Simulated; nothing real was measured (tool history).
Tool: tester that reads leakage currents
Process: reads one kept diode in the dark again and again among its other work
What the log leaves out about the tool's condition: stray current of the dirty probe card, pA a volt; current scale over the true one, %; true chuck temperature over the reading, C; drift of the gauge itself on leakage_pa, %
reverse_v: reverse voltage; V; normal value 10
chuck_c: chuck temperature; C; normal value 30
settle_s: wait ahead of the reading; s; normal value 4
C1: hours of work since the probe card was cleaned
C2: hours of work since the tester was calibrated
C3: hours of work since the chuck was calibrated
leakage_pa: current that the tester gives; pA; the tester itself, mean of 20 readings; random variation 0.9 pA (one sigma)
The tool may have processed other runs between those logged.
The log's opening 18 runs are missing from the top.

run 19 hour=1307.7 | reverse_v=1.6 chuck_c=29 settle_s=4 | C1=807 C2=631 C3=501 | leakage_pa=165.54
run 20 hour=1398.5 | reverse_v=8.8 chuck_c=31 settle_s=4 | C1=876 C2=699 C3=569 | leakage_pa=342.41
run 21 hour=1473.4 | reverse_v=8.8 chuck_c=31 settle_s=4 | C1=932 C2=755 C3=625 | leakage_pa=343.97
run 22 hour=1530.3 | reverse_v=16.2 chuck_c=31 settle_s=4 | C1=975 C2=798 C3=668 | leakage_pa=424.05
run 23 hour=1599.4 | reverse_v=8.7 chuck_c=30 settle_s=4 | C1=1027 C2=850 C3=720 | leakage_pa=317.68
run 24 hour=1659.9 | reverse_v=6.9 chuck_c=46 settle_s=4 | C1=1072 C2=895 C3=765 | leakage_pa=1207.61
-- hour=1714.8 chuck's temperature calibrated
run 25 hour=1728.6 | reverse_v=6.9 chuck_c=46 settle_s=4 | C1=1122 C2=945 C3=10 | leakage_pa=1131.4
run 26 hour=1789.7 | reverse_v=6.9 chuck_c=46 settle_s=4 | C1=1168 C2=991 C3=56 | leakage_pa=1134.65
run 27 hour=1853.4 | reverse_v=10 chuck_c=30 settle_s=3.04 | C1=1216 C2=1039 C3=104 | leakage_pa=313.79
run 28 hour=1926.6 | reverse_v=10 chuck_c=30 settle_s=3.04 | C1=1271 C2=1094 C3=159 | leakage_pa=316.64
run 29 hour=2009.5 | reverse_v=10 chuck_c=30 settle_s=3.04 | C1=1334 C2=1157 C3=222 | leakage_pa=318.37
run 30 hour=2079.1 | reverse_v=10 chuck_c=30 settle_s=3.04 | C1=1386 C2=1209 C3=274 | leakage_pa=322.9
run 31 hour=2150.4 | reverse_v=10 chuck_c=26 settle_s=0.88 | C1=1439 C2=1263 C3=327 | leakage_pa=227.02

Predict each of these 4 candidate next runs independently; none follows another, all start after run 31:
run A hour=2229.7 | reverse_v=10 chuck_c=30 settle_s=0.88 | C1=1499 C2=1322 C3=387 | leakage_pa=?
run B hour=2229.7 | reverse_v=10 chuck_c=30 settle_s=1.99 | C1=1499 C2=1322 C3=387 | leakage_pa=?
run C hour=2229.7 | reverse_v=3.4 chuck_c=30 settle_s=2.65 | C1=1499 C2=1322 C3=387 | leakage_pa=?
run D hour=2229.7 | reverse_v=6.4 chuck_c=30 settle_s=0.64 | C1=1499 C2=1322 C3=387 | leakage_pa=?

run=A leakage_pa=329.43
run=B leakage_pa=326.07
run=C leakage_pa=228.47
run=D leakage_pa=283.12
Without the tool's unlogged condition, the same runs would have read:
run=A leakage_pa=303.03
run=B leakage_pa=299.81
run=C leakage_pa=214.27
run=D leakage_pa=263.05
